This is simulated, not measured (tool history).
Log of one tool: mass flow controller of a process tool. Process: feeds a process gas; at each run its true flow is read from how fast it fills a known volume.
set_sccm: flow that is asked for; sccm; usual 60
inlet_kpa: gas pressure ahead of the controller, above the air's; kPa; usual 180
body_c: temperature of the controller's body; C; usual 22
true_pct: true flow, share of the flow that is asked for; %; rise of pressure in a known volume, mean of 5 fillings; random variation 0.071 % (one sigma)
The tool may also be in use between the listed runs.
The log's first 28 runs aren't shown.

Run 29, hour 1924.7: usual settings but set_sccm 63 sccm, inlet_kpa 143 kPa, body_c 35 C. Result: true_pct 102.05 %.
Run 30, hour 2016.6: usual settings but set_sccm 53 sccm, inlet_kpa 179 kPa, body_c 28 C. Result: true_pct 101.85 %.
Run 31, hour 2102.4: usual settings but set_sccm 53 sccm, inlet_kpa 179 kPa, body_c 28 C. Result: true_pct 101.92 %.
Run 32, hour 2173.6: usual settings but set_sccm 33 sccm, inlet_kpa 241 kPa, body_c 21 C. Result: true_pct 101.79 %.
Run 33, hour 2220.4: usual settings but set_sccm 97 sccm, inlet_kpa 151 kPa, body_c 24 C. Result: true_pct 101.99 %.
Run 34, hour 2317.7: usual settings but inlet_kpa 192 kPa, body_c 37 C. Result: true_pct 101.95 %.
Run 35, hour 2361.4: usual settings but set_sccm 41 sccm, inlet_kpa 207 kPa. Result: true_pct 101.89 %.
Run 36, hour 2467.9: usual settings but set_sccm 67 sccm, inlet_kpa 264 kPa. Result: true_pct 101.22 %.
Run 37, hour 2533.1: usual settings but set_sccm 67 sccm, inlet_kpa 199 kPa, body_c 27 C. Result: true_pct 101.77 %.

Forecast each of these 5 alternatives for the next run:
Run A, hour 2585.2: usual settings but set_sccm 67 sccm, inlet_kpa 199 kPa, body_c 38 C. Result: true_pct ?.
Run B, hour 2585.2: usual settings but inlet_kpa 192 kPa. Result: true_pct ?.
Run C, hour 2585.2: usual settings but set_sccm 93 sccm, body_c 38 C. Result: true_pct ?.
Run D, hour 2585.2: usual settings but set_sccm 23 sccm, inlet_kpa 157 kPa, body_c 27 C. Result: true_pct ?.
Run E, hour 2585.2: usual settings but set_sccm 25 sccm, inlet_kpa 199 kPa, body_c 27 C. Result: true_pct ?.

run  true_pct
  A    102.09
  B    101.82
  C    102.12
  D    103.50
  E    103.05
Without the tool's hidden state the same runs would have given:
run  true_pct
  A    100.00
  B     99.61
  C    100.32
  D     99.47
  E     99.26
